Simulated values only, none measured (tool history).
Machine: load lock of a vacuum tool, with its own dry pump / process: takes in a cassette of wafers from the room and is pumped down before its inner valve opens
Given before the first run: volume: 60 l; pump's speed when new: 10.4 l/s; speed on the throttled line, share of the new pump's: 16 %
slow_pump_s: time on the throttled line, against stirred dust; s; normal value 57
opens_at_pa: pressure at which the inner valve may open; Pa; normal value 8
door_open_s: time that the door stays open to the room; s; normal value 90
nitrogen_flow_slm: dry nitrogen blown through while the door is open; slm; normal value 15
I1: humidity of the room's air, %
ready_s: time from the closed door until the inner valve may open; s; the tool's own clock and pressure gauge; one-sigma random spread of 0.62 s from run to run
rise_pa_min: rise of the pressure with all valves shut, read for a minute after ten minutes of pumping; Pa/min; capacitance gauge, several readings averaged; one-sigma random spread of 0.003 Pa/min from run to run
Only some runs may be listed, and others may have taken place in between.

Run 1, hour 0: usual settings; I1 46.6. Result: ready_s 117.2 s, rise_pa_min 0.044 Pa/min.
Run 2, hour 91.6: usual settings; I1 47.4. Result: ready_s 117.6 s, rise_pa_min 0.046 Pa/min.
Run 3, hour 192.3: usual settings; I1 46.4. Result: ready_s 116.3 s, rise_pa_min 0.042 Pa/min.
Run 4, hour 293.1: usual settings; I1 45.9. Result: ready_s 117.1 s, rise_pa_min 0.046 Pa/min.
Run 5, hour 454.4: usual settings; I1 43.4. Result: ready_s 116.4 s, rise_pa_min 0.052 Pa/min.
Run 6, hour 592.3: usual settings; I1 46. Result: ready_s 116.3 s, rise_pa_min 0.048 Pa/min.
Run 7, hour 785.7: usual settings but door_open_s 64 s; I1 45. Result: ready_s 116.4 s, rise_pa_min 0.044 Pa/min.
Run 8, hour 873.1: usual settings but slow_pump_s 46 s; I1 45.7. Result: ready_s 108.5 s, rise_pa_min 0.054 Pa/min.
Run 9, hour 1029.3: usual settings but nitrogen_flow_slm 5 slm; I1 45.3. Result: ready_s 117.5 s, rise_pa_min 0.055 Pa/min.
Run 10, hour 1221.2: usual settings but nitrogen_flow_slm 5 slm; I1 44.2. Result: ready_s 118.3 s, rise_pa_min 0.059 Pa/min.
Run 11, hour 1324: usual settings but slow_pump_s 40 s, nitrogen_flow_slm 5 slm; I1 46.5. Result: ready_s 103.1 s, rise_pa_min 0.067 Pa/min.
Run 12, hour 1433.4: usual settings but slow_pump_s 40 s, nitrogen_flow_slm 5 slm; I1 44. Result: ready_s 104 s, rise_pa_min 0.065 Pa/min.
Run 13, hour 1608.4: usual settings but slow_pump_s 40 s, nitrogen_flow_slm 5 slm; I1 40.4. Result: ready_s 105.2 s, rise_pa_min 0.056 Pa/min.
Run 14, hour 1794.2: usual settings; I1 44.2. Result: ready_s 117 s, rise_pa_min 0.052 Pa/min.
Run 15, hour 1941.4: usual settings; I1 42.4. Result: ready_s 117.6 s, rise_pa_min 0.05 Pa/min.
Run 16, hour 2099.8: usual settings; I1 43.1. Result: ready_s 116.2 s, rise_pa_min 0.056 Pa/min.
Run 17, hour 2289: usual settings but slow_pump_s 31 s; I1 45.3. Result: ready_s 96.8 s, rise_pa_min 0.057 Pa/min.
Run 18, hour 2422.8: usual settings but slow_pump_s 31 s; I1 46.3. Result: ready_s 97.6 s, rise_pa_min 0.055 Pa/min.
Run 19, hour 2588.6: usual settings but slow_pump_s 37 s, door_open_s 153 s, nitrogen_flow_slm 10 slm; I1 43.6. Result: ready_s 102.8 s, rise_pa_min 0.068 Pa/min.
Run 20, hour 2707.7: usual settings but slow_pump_s 37 s, door_open_s 153 s, nitrogen_flow_slm 10 slm; I1 47.7. Result: ready_s 102.2 s, rise_pa_min 0.073 Pa/min.
Run 21, hour 2892.2: usual settings but slow_pump_s 66 s, opens_at_pa 9 Pa, door_open_s 153 s, nitrogen_flow_slm 10 slm; I1 44.7. Result: ready_s 123.5 s, rise_pa_min 0.072 Pa/min.
Run 22, hour 3026.4: usual settings but nitrogen_flow_slm 23 slm; I1 45.8. Result: ready_s 118 s, rise_pa_min 0.056 Pa/min.
Run 23, hour 3211.2: usual settings but slow_pump_s 29 s, opens_at_pa 14 Pa, nitrogen_flow_slm 23 slm; I1 42.1. Result: ready_s 91.4 s, rise_pa_min 0.049 Pa/min.
Run 24, hour 3306.4: usual settings but slow_pump_s 29 s, opens_at_pa 14 Pa, nitrogen_flow_slm 23 slm; I1 45.2. Result: ready_s 92.3 s, rise_pa_min 0.056 Pa/min.
Run 25, hour 3430.1: usual settings but slow_pump_s 29 s, opens_at_pa 14 Pa, door_open_s 78 s, nitrogen_flow_slm 11 slm; I1 40.8. Result: ready_s 91.7 s, rise_pa_min 0.063 Pa/min.
Run 26, hour 3518.1: usual settings but slow_pump_s 29 s, opens_at_pa 14 Pa, door_open_s 78 s, nitrogen_flow_slm 11 slm; I1 44.4. Result: ready_s 91.9 s, rise_pa_min 0.058 Pa/min.
Run 27, hour 3651.5: usual settings but slow_pump_s 29 s, opens_at_pa 13 Pa, door_open_s 78 s, nitrogen_flow_slm 22 slm; I1 43.3. Result: ready_s 92.4 s, rise_pa_min 0.051 Pa/min.
Run 28, hour 3823.9: usual settings but slow_pump_s 29 s, opens_at_pa 13 Pa, door_open_s 78 s, nitrogen_flow_slm 22 slm; I1 46.3. Result: ready_s 93.8 s, rise_pa_min 0.059 Pa/min.
Run 29, hour 3944.8: usual settings but slow_pump_s 29 s, opens_at_pa 13 Pa, door_open_s 65 s, nitrogen_flow_slm 23 slm; I1 42.6. Result: ready_s 93.3 s, rise_pa_min 0.053 Pa/min.
Run 30, hour 4041.6: usual settings but slow_pump_s 29 s, opens_at_pa 13 Pa, door_open_s 65 s, nitrogen_flow_slm 23 slm; I1 39.1. Result: ready_s 92.6 s, rise_pa_min 0.054 Pa/min.
Run 31, hour 4131.8: usual settings but slow_pump_s 31 s, opens_at_pa 7 Pa; I1 49. Result: ready_s 99.7 s, rise_pa_min 0.069 Pa/min.
Run 32, hour 4242.5: usual settings but slow_pump_s 31 s, opens_at_pa 7 Pa; I1 43.8. Result: ready_s 100.4 s, rise_pa_min 0.061 Pa/min.

Alternative continuations, all from the tool just after run 32; predict every row:
Run A, hour 4415: usual settings but slow_pump_s 34 s, opens_at_pa 9 Pa, nitrogen_flow_slm 12 slm; I1 47.2. Result: ready_s ?, rise_pa_min ?.
Run B, hour 4415: usual settings but opens_at_pa 6 Pa; I1 45.8. Result: ready_s ?, rise_pa_min ?.
Run C, hour 4415: usual settings but slow_pump_s 31 s, opens_at_pa 7 Pa, door_open_s 26 s; I1 45.7. Result: ready_s ?, rise_pa_min ?.
Run D, hour 4415: usual settings but slow_pump_s 107 s, opens_at_pa 15 Pa; I1 48.2. Result: ready_s ?, rise_pa_min ?.

run  ready_s  rise_pa_min
  A    101.1        0.077
  B    120.7        0.069
  C    100.7        0.056
  D    152.5        0.073
Take away the tool's hidden state, keep each run's random variation, and the runs would have read:
run  ready_s  rise_pa_min
  A     83.2        0.049
  B    103.3        0.042
  C     82.2        0.029
  D    140.1        0.045

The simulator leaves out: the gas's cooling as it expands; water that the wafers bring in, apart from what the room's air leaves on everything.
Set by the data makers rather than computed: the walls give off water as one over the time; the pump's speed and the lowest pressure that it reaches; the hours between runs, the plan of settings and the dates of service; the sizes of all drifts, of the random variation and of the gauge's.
